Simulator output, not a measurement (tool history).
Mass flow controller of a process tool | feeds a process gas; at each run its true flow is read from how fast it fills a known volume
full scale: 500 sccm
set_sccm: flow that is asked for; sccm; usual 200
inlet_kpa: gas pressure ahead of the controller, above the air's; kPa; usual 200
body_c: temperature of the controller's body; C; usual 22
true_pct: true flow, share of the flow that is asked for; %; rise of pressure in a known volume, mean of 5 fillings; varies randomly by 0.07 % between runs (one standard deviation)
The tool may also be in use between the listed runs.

run	hour	set_sccm	inlet_kpa	body_c	true_pct
1	0	200	200	22	100.68
2	46.8	200	200	22	100.79
3	125.9	200	200	40	102.54
4	218.7	200	200	40	102.63
5	324.9	200	200	40	102.65
6	408.6	70	200	22	101.34
7	496.4	70	200	22	101.42
8	557.2	128	186	33	102.07
9	622.9	200	200	22	100.91
10	692.5	200	200	22	100.97
# hour 699.6: controller's zero set anew
11	771.8	200	200	22	101.17
12	862.3	200	200	22	101.28
13	958.6	200	179	24	101.26
# hour 1011.9: controller's zero set anew, once more
14	1011.9	104	187	32	101.42

Forecast each of these 5 alternatives for the next run:
A	1110	102	200	22	?
B	1110	58	146	22	?
C	1110	52	233	20	?
D	1110	323	199	27	?
E	1110	215	266	20	?

run	true_pct
A	100.57
B	100.28
C	100.68
D	101.37
E	100.92
Stripped of hidden state, with their random variation kept, the same runs would have yielded:
run	true_pct
A	98.86
B	98.45
C	98.82
D	99.77
E	99.3
